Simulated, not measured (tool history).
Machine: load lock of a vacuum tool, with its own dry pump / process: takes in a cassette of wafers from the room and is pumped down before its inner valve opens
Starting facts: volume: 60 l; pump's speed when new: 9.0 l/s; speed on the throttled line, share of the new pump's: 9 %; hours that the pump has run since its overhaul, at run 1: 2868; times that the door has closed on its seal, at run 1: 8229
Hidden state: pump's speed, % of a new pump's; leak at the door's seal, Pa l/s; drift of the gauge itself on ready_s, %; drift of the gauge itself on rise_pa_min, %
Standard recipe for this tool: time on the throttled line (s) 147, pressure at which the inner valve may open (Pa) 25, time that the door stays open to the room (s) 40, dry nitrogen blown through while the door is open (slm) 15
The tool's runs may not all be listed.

run,day,time on the throttled line (s),pressure at which the inner valve may open (Pa),time that the door stays open to the room (s),dry nitrogen blown through while the door is open (slm),hours that the pump has run since its overhaul,times that the door has closed on its seal,"incoming humidity of the room's air, %",time from the closed door until the inner valve may open (s),rise of the pressure with all valves shut (Pa/min)
1,0.000,147,25,40,15,2868,8229,46.3,193.0,0.062
2,5.042,147,25,40,15,2989,8655,44.6,193.0,0.060
3,11.033,147,25,40,15,3133,9161,46.0,192.1,0.063
4,14.629,147,47,40,15,3219,9465,45.4,185.6,0.060
5,18.300,147,21,40,15,3307,9775,44.6,194.5,0.062
6,22.604,147,25,164,15,3411,10139,44.8,192.7,0.138
7,28.575,147,25,211,15,3554,10643,44.3,194.7,0.152
8,32.425,147,25,40,10,3646,10969,49.1,193.2,0.069
9,37.129,74,25,195,10,3759,11366,45.6,125.6,0.164
10,41.558,74,25,195,10,3866,11740,43.7,127.1,0.165
11,44.333,74,25,195,10,3932,11975,44.9,125.9,0.158

Run 12 has not been measured yet. What should we expect?
12,46.888,258,25,40,35,3993,12191,44.0,?,?

Run 12 yielded time from the closed door until the inner valve may open (s) 294.0, rise of the pressure with all valves shut (Pa/min) 0.057.
Take away the tool's hidden state, keep the run-to-run variation as it was, and the same run would have given time from the closed door until the inner valve may open (s) 291.5, rise of the pressure with all valves shut (Pa/min) 0.028.

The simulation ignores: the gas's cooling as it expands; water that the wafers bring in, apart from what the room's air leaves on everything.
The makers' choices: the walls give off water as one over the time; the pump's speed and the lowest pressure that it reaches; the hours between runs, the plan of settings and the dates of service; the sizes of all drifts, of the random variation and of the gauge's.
